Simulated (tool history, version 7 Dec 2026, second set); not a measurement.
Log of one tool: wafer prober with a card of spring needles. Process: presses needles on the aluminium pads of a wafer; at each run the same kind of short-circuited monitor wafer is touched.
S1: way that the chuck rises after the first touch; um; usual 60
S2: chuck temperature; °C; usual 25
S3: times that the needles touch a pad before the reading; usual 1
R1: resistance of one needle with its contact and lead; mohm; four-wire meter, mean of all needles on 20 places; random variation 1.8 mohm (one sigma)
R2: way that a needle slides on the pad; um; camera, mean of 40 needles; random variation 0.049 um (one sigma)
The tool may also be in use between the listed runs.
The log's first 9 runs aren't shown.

-- hour=109.2 tips cleaned on abrasive film
run 10 hour=115.6 | S1=60 S2=25 S3=1 | R1=260 R2=11.88
run 11 hour=123.4 | S1=40 S2=25 S3=1 | R1=429 R2=7.73
-- hour=124.8 tips cleaned on abrasive film
run 12 hour=136.1 | S1=44 S2=25 S3=1 | R1=392 R2=8.52
-- hour=140.4 tips cleaned on abrasive film
-- hour=147.9 height of the first contact set anew
run 13 hour=148.4 | S1=60 S2=25 S3=1 | R1=273 R2=12.12
-- hour=156 tips cleaned on abrasive film
run 14 hour=157.5 | S1=60 S2=25 S3=1 | R1=212 R2=12.03
run 15 hour=166.2 | S1=60 S2=25 S3=1 | R1=284 R2=12.02
-- hour=171.2 tips cleaned on abrasive film
run 16 hour=173.2 | S1=60 S2=25 S3=1 | R1=220 R2=12.13
run 17 hour=183 | S1=60 S2=25 S3=1 | R1=291 R2=11.92
-- hour=186 tips cleaned on abrasive film
run 18 hour=191 | S1=60 S2=25 S3=1 | R1=253 R2=12.06
-- hour=201.7 tips cleaned on abrasive film
run 19 hour=204.1 | S1=60 S2=25 S3=2 | R1=209 R2=12.01
-- hour=216.7 tips cleaned on abrasive film
run 20 hour=218.7 | S1=60 S2=25 S3=2 | R1=207 R2=11.96
run 21 hour=226.4 | S1=41 S2=31 S3=2 | R1=314 R2=8.22
-- hour=232.1 tips cleaned on abrasive film
run 22 hour=239.2 | S1=53 S2=62 S3=2 | R1=261 R2=10.53
-- hour=247.5 tips cleaned on abrasive film
run 23 hour=253.6 | S1=70 S2=52 S3=1 | R1=243 R2=13.97
-- hour=263 tips cleaned on abrasive film
run 24 hour=268.6 | S1=70 S2=52 S3=1 | R1=246 R2=13.94
-- hour=278 tips cleaned on abrasive film
run 25 hour=278 | S1=43 S2=25 S3=2 | R1=201 R2=8.53
-- hour=292.6 tips cleaned on abrasive film
run 26 hour=293.3 | S1=60 S2=64 S3=1 | R1=213 R2=11.92
-- hour=307.4 tips cleaned on abrasive film
run 27 hour=307.4 | S1=60 S2=94 S3=2 | R1=202 R2=11.87
run 28 hour=320.1 | S1=60 S2=94 S3=2 | R1=258 R2=11.88
-- hour=322.4 tips cleaned on abrasive film
run 29 hour=333.2 | S1=53 S2=124 S3=2 | R1=279 R2=10.42
-- hour=338.3 tips cleaned on abrasive film
run 30 hour=340.4 | S1=48 S2=38 S3=1 | R1=246 R2=9.49
run 31 hour=347.8 | S1=48 S2=123 S3=3 | R1=260 R2=9.5
-- hour=353.8 tips cleaned on abrasive film
run 32 hour=356.5 | S1=48 S2=123 S3=3 | R1=240 R2=9.47

Forecast each of these 4 alternatives for the next run:
-- hour=368.8 tips cleaned on abrasive film
run A hour=368.8 | S1=55 S2=63 S3=1 | R1=? R2=?
-- hour=368.8 tips cleaned on abrasive film
run B hour=368.8 | S1=48 S2=123 S3=3 | R1=? R2=?
-- hour=368.8 tips cleaned on abrasive film
run C hour=368.8 | S1=69 S2=25 S3=1 | R1=? R2=?
-- hour=368.8 tips cleaned on abrasive film
run D hour=368.8 | S1=40 S2=25 S3=1 | R1=? R2=?

run=A R1=206 R2=10.77
run=B R1=220 R2=9.39
run=C R1=189 R2=13.65
run=D R1=216 R2=7.74
Without the tool's hidden state the same runs would have given:
run=A R1=194 R2=11.04
run=B R1=213 R2=9.66
run=C R1=181 R2=13.91
run=D R1=194 R2=8.01
